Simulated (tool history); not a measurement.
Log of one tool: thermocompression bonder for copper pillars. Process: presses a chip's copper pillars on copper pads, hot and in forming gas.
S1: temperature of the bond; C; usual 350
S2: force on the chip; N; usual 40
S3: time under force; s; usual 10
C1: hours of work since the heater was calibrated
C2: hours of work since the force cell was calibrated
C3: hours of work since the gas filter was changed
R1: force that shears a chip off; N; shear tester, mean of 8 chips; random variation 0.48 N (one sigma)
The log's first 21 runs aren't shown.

run 22 hour=1297.1 | S1=379 S2=29 S3=6 | C1=514 C2=1024 C3=319 | R1=37.3
run 23 hour=1352.9 | S1=379 S2=29 S3=6 | C1=546 C2=1055 C3=350 | R1=36.2
run 24 hour=1409.7 | S1=379 S2=24 S3=7 | C1=578 C2=1088 C3=383 | R1=33.2
-- hour=1416.3 forming gas filter changed
run 25 hour=1486.6 | S1=379 S2=24 S3=9 | C1=622 C2=1132 C3=40 | R1=40.1
run 26 hour=1551.9 | S1=338 S2=25 S3=5 | C1=659 C2=1169 C3=78 | R1=19.9
run 27 hour=1587.6 | S1=352 S2=26 S3=11 | C1=680 C2=1190 C3=98 | R1=34.6
run 28 hour=1668.3 | S1=332 S2=25 S3=11 | C1=726 C2=1236 C3=144 | R1=25.9
run 29 hour=1711.3 | S1=332 S2=25 S3=11 | C1=750 C2=1260 C3=169 | R1=25.6
run 30 hour=1749.6 | S1=328 S2=48 S3=11 | C1=772 C2=1282 C3=191 | R1=43.6
run 31 hour=1816.4 | S1=373 S2=41 S3=11 | C1=811 C2=1320 C3=229 | R1=58.9
run 32 hour=1866.8 | S1=334 S2=39 S3=11 | C1=839 C2=1349 C3=258 | R1=37.8
run 33 hour=1916.3 | S1=320 S2=27 S3=26 | C1=868 C2=1378 C3=286 | R1=32.2
run 34 hour=1976.6 | S1=321 S2=48 S3=12 | C1=902 C2=1412 C3=321 | R1=40.2
run 35 hour=2033.4 | S1=321 S2=48 S3=12 | C1=935 C2=1445 C3=353 | R1=38.4
-- hour=2088.9 forming gas filter changed
run 36 hour=2117.3 | S1=326 S2=30 S3=10 | C1=983 C2=1492 C3=16 | R1=27.4
run 37 hour=2202.7 | S1=349 S2=28 S3=10 | C1=1031 C2=1541 C3=65 | R1=33.4
run 38 hour=2237.4 | S1=373 S2=46 S3=8 | C1=1051 C2=1561 C3=85 | R1=58.9
run 39 hour=2275.2 | S1=373 S2=46 S3=8 | C1=1073 C2=1583 C3=107 | R1=59.1

Forecast each of these 4 alternatives for the next run:
run A hour=2339.7 | S1=350 S2=40 S3=7 | C1=1110 C2=1620 C3=144 | R1=?
run B hour=2339.7 | S1=373 S2=39 S3=8 | C1=1110 C2=1620 C3=144 | R1=?
run C hour=2339.7 | S1=350 S2=40 S3=21 | C1=1110 C2=1620 C3=144 | R1=?
run D hour=2339.7 | S1=320 S2=57 S3=26 | C1=1110 C2=1620 C3=144 | R1=?

run=A R1=38.2
run=B R1=52.2
run=C R1=59.0
run=D R1=59.5
Without the tool's hidden state the same runs would have given:
run=A R1=42.4
run=B R1=57.1
run=C R1=64.8
run=D R1=65.9
